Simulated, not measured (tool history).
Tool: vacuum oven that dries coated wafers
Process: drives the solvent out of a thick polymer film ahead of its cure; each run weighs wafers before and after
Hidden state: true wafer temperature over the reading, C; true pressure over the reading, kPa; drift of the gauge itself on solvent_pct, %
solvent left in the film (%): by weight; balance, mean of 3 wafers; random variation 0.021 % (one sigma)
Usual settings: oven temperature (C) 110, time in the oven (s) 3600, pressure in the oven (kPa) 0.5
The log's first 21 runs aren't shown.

| run | hour | oven temperature (C) | time in the oven (s) | pressure in the oven (kPa) | hours of work since the thermocouples were calibrated | hours of work since the vacuum gauge was cleaned of residue | solvent left in the film (%) |
|---|---|---|---|---|---|---|---|
| 22 | 398.3 | 110 | 3600 | 0.5 | 348 | 567 | 1.3 |
| 23 | 409.2 | 110 | 5340 | 0.5 | 356 | 575 | 0.52 |
| 24 | 434.1 | 110 | 5340 | 0.5 | 374 | 593 | 0.51 |
| 25 | 456.9 | 110 | 3600 | 0.403 | 391 | 610 | 1.3 |
| 26 | 471.7 | 110 | 2280 | 0.5 | 402 | 621 | 2.93 |
| 27 | 489.3 | 99 | 2100 | 0.315 | 414 | 633 | 6.77 |
| 28 | 501.2 | 119 | 2940 | 0.636 | 423 | 642 | 0.52 |
| 29 | 521.4 | 121 | 3600 | 0.295 | 438 | 657 | 0.19 |
| 30 | 539.7 | 121 | 3600 | 0.295 | 451 | 670 | 0.19 |
| 31 | 563.5 | 111 | 2700 | 0.427 | 469 | 687 | 1.97 |
| 32 | 585.8 | 103 | 1980 | 1.095 | 485 | 704 | 5.9 |
| 33 | 598.3 | 118 | 3180 | 0.5 | 494 | 713 | 0.47 |
| 34 | 617.6 | 123 | 3660 | 0.313 | 508 | 727 | 0.08 |
| 35 | 641.3 | 118 | 4560 | 0.519 | 525 | 744 | 0.21 |
| 36 | 656.4 | 118 | 4560 | 0.519 | 536 | 755 | 0.21 |
| 37 | 673.7 | 118 | 4560 | 0.519 | 549 | 768 | 0.19 |
| 38 | 696.1 | 97 | 5580 | 1.77 | 565 | 784 | 3.32 |
| 39 | 718.8 | 97 | 5580 | 1.77 | 582 | 801 | 3.29 |
| 40 | 742.2 | 122 | 3960 | 0.527 | 599 | 818 | 0.17 |
| 41 | 764.4 | 121 | 3720 | 0.384 | 615 | 834 | 0.2 |
| 42 | 787.2 | 108 | 3660 | 0.701 | 632 | 851 | 1.65 |
| 43 | 801.5 | 108 | 3660 | 0.701 | 642 | 861 | 1.63 |

Forecast each of these 5 alternatives for the next run:
| A | 818.9 | 99 | 4380 | 0.906 | 655 | 874 | ? |
| B | 818.9 | 112 | 6120 | 0.701 | 655 | 874 | ? |
| C | 818.9 | 115 | 3600 | 0.613 | 655 | 874 | ? |
| D | 818.9 | 108 | 5760 | 0.701 | 655 | 874 | ? |
| E | 818.9 | 110 | 5460 | 0.372 | 655 | 874 | ? |

| run | solvent left in the film (%) |
|---|---|
| A | 3.39 |
| B | 0.31 |
| C | 0.62 |
| D | 0.65 |
| E | 0.41 |
Without the tool's hidden state the same runs would have given:
| run | solvent left in the film (%) |
|---|---|
| A | 3.69 |
| B | 0.32 |
| C | 0.7 |
| D | 0.73 |
| E | 0.46 |
